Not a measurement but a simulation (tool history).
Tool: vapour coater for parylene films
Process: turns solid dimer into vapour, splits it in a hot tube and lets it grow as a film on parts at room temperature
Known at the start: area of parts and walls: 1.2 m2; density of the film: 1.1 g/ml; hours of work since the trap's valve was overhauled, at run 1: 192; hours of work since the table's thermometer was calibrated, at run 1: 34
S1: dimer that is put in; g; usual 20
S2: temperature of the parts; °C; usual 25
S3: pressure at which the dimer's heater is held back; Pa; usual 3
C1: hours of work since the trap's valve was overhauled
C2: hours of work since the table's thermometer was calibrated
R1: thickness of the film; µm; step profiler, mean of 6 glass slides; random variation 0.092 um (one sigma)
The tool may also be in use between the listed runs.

run,hour,S1,S2,S3,C1,C2,R1
1,0,20,25,3,192,34,10.92
2,8.5,20,25,3,196,37,10.83
3,16.4,10,25,3,199,41,5.48
4,29.7,20,25,3,205,47,10.86
5,39,20,25,3,210,51,10.77
6,53.4,20,25,3,216,58,10.9
7,61.6,20,25,3,220,62,10.72
8,74.5,20,25,3,226,67,10.79
9,89.2,25,25,3,232,74,13.21
10,97.8,25,25,3,236,78,13.46
11,111.2,25,25,3,242,84,13.44
12,126.3,11,25,3,249,91,6.05
13,138.7,20,25,3,255,97,10.89
14,145.1,20,32,3,258,99,8.25
15,156.6,9,25,3,263,105,4.85
16,164.9,12,25,3,267,108,6.37
17,174.3,12,25,3,271,113,6.46
18,188.9,12,25,3,278,119,6.47
19,201.4,20,25,3,283,125,10.68
20,209.5,20,25,3,287,129,10.5
21,223,20,25,2.83,293,135,10.85
22,231.9,20,25,2.83,297,139,10.64
# hour 237.2: trap's valve overhauled
23,243.3,10,25,3,3,142,5.3
24,252.9,10,25,3,7,147,5.28
25,263.4,10,25,3,12,151,5.27
26,276.4,20,37,6.44,18,157,6.29
27,287.6,20,37,6.44,23,162,6.4
# hour 299.5: trap's valve overhauled, once more
28,302.8,19,23,8.3,1,167,10.76
29,316.5,19,23,8.3,8,174,10.58
30,324.3,19,23,8.3,11,177,10.49
31,338.9,19,23,8.3,18,184,10.68
32,354.2,19,23,8.3,25,191,10.61
33,367.6,19,23,8.3,31,197,10.66
34,378.4,19,23,8.3,36,202,10.65
35,386.8,19,23,8.3,40,206,10.68
36,397.7,19,28,8.3,45,211,8.76
37,404.5,19,28,8.3,48,214,8.76
38,413.3,20,24,2.7,52,218,11.64
39,426.8,20,24,2.7,58,224,11.54
40,438,20,24,2.45,63,229,11.72
41,451,32,34,7.78,69,235,11.81
42,457.5,32,34,7.78,72,238,11.69
43,470.6,10,19,8.33,78,244,6.4
44,484.5,20,21,4.07,84,250,12.29
45,498.3,16,23,3.61,90,256,9.45
46,505.3,14,23,2.12,93,259,8.53
47,517.5,14,25,9.84,99,265,7.09
48,529.2,14,25,9.84,104,270,7.09

Hidden state at the last listed run before each entry between runs and at the first one after, where it differs:
Between runs 22 and 23: trap's valve overhauled (hour 237.2)
  vapour lost through the trap's worn valve, %: 4.2 -> 5.4
  measured less the result without the state, R1: -0.53 -> -0.33 µm
Between runs 27 and 28: trap's valve overhauled, once more (hour 299.5)
  vapour lost through the trap's worn valve, %: 5.6 -> 0.1
  measured less the result without the state, R1: -0.42 -> -0.08 µm

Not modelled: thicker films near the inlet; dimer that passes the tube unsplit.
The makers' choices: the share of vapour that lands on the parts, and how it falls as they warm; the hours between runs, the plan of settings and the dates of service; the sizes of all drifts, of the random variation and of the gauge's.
